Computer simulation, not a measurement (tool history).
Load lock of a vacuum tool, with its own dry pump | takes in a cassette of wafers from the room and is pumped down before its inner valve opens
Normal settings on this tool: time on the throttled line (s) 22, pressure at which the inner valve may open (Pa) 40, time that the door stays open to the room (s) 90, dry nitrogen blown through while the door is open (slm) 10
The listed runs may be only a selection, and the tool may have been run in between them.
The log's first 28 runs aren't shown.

run	hour	time on the throttled line (s)	pressure at which the inner valve may open (Pa)	time that the door stays open to the room (s)	dry nitrogen blown through while the door is open (slm)	hours that the pump has run since its overhaul	times that the door has closed on its seal	incoming humidity of the room's air, %	time from the closed door until the inner valve may open (s)	rise of the pressure with all valves shut (Pa/min)
29	2042.1	14	49	27	13	3480	5578	41.6	27.5	0.042
30	2121.2	35	74	90	15	3559	5705	46.4	44	0.08
31	2182.6	35	74	90	15	3620	5804	44.9	43.9	0.082
32	2254.1	14	74	30	6	3692	5918	43.5	26.7	0.053
33	2328.1	17	74	30	10	3766	6037	45.4	29.2	0.053
34	2403.2	29	29	90	10	3841	6158	42	41.1	0.086
35	2449.7	27	29	90	10	3887	6232	44.8	39.2	0.093
36	2535.1	27	29	90	10	3973	6369	41	39.2	0.088
37	2616.6	16	65	26	21	4054	6500	41.4	28.7	0.042

Branching from run 37: 4 alternative next runs. What would each branch give?
A	2670.7	16	44	26	21	4108	6586	45	?	?
B	2670.7	16	65	84	4	4108	6586	44.1	?	?
C	2670.7	16	28	79	21	4108	6586	43.7	?	?
D	2670.7	16	65	88	21	4108	6586	42.7	?	?

run	time from the closed door until the inner valve may open (s)	rise of the pressure with all valves shut (Pa/min)
A	29.7	0.053
B	28.7	0.094
C	30.5	0.072
D	28.7	0.072
The same runs, with their run-to-run variation unchanged, on a tool lacking any hidden condition would have given:
run	time from the closed door until the inner valve may open (s)	rise of the pressure with all valves shut (Pa/min)
A	28.8	0.045
B	27.8	0.085
C	29.5	0.064
D	27.8	0.063
